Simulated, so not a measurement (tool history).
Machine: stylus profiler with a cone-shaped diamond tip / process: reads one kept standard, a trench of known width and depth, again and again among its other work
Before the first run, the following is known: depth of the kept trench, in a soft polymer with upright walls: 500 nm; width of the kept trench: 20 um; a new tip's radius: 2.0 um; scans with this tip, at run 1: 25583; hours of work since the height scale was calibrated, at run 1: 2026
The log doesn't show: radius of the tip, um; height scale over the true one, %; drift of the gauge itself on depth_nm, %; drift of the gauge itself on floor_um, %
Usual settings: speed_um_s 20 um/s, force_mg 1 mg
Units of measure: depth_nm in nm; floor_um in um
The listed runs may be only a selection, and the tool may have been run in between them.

run,hour,speed_um_s,force_mg,scans with this tip,hours of work since the height scale was calibrated,depth_nm,floor_um
1,0,20,1,25583,2026,502.06,17.15
2,12.5,20,1,25696,2035,502.14,17.22
3,32.1,20,0.61,25875,2049,501.55,17.21
4,41.7,20,0.61,25961,2056,501.37,17.24
5,56.8,20,0.61,26099,2067,501.35,17.17
6,70.4,20,1,26223,2077,502.24,17.22
7,84.9,20,1.29,26354,2087,502.4,17.2
8,100.3,20,1.29,26495,2099,502.62,17.23
9,117,20,1.29,26647,2111,502.48,17.28
10,127.7,20,0.62,26744,2118,501.79,17.16
11,145.2,20,0.62,26903,2131,501.59,17.2
12,157.8,26,1,27018,2140,501.84,17.17
# hour 165.1: new tip fitted, height scale calibrated
13,169.6,14,1,40,3,501.91,17.27
14,189.1,14,0.36,218,17,500.83,17.2
15,197.8,20,1,297,24,502.21,17.2
16,209.4,58,1,402,32,502.12,17.01
17,226.5,20,1,558,44,501.92,17.27
18,244.9,20,1,725,57,501.96,17.22
19,263.7,20,0.69,897,71,501.55,17.18
20,277,20,0.69,1018,81,501.46,17.24
21,295.9,6,1,1189,94,501.86,17.3
22,312.8,20,2.19,1343,106,503.22,17.26
23,331.7,20,2.19,1514,120,503.28,17.29
24,347.4,20,2.19,1657,131,503.16,17.27
25,363.4,6,1.79,1803,143,502.88,17.3
26,375.8,6,1.79,1916,152,502.98,17.3
27,395.3,35,1.77,2093,166,502.89,17.22
28,410.7,16,1,2233,177,502.33,17.27
29,428.8,6,0.81,2397,190,501.72,17.29
30,439.8,6,0.81,2498,198,501.73,17.34
31,451.3,5,0.69,2602,206,501.79,17.29
32,469.1,6,1,2764,219,501.85,17.3
33,480.1,19,0.64,2864,227,501.24,17.29
34,500.8,32,0.53,3052,242,501.18,17.13
35,519.6,6,0.49,3224,255,501.37,17.29
36,537.2,6,2.83,3383,268,503.79,17.39
37,549.4,55,0.73,3495,277,501.43,16.94
38,558.3,55,0.73,3576,283,501.74,17.05
39,570.1,68,0.44,3683,292,501.18,16.78
40,585.6,65,1.08,3823,303,502.23,17.04
41,595.9,14,0.87,3917,310,501.87,17.27
42,604.8,47,0.72,3999,317,501.64,17.05
43,620.3,12,2.8,4139,328,504.07,17.29
44,638.4,12,2.8,4303,341,503.9,17.32
45,655.2,8,1.31,4457,353,502.21,17.26
46,672.9,39,0.87,4617,366,501.68,17.13

Consider 5 possible next runs. They are alternatives, not a sequence: every one starts from the tool as it was left by run 46. What does each give?
A,682.2,8,0.48,4702,372,?,?
B,682.2,19,0.71,4702,372,?,?
C,682.2,11,1.13,4702,372,?,?
D,682.2,50,0.87,4702,372,?,?
E,682.2,9,0.87,4702,372,?,?

run,depth_nm,floor_um
A,501.16,17.32
B,501.77,17.23
C,502.13,17.28
D,501.84,17.09
E,501.71,17.3
Without the tool's hidden state the same runs would have given:
run,depth_nm,floor_um
A,501.15,17.32
B,501.76,17.23
C,502.12,17.28
D,501.83,17.1
E,501.7,17.3
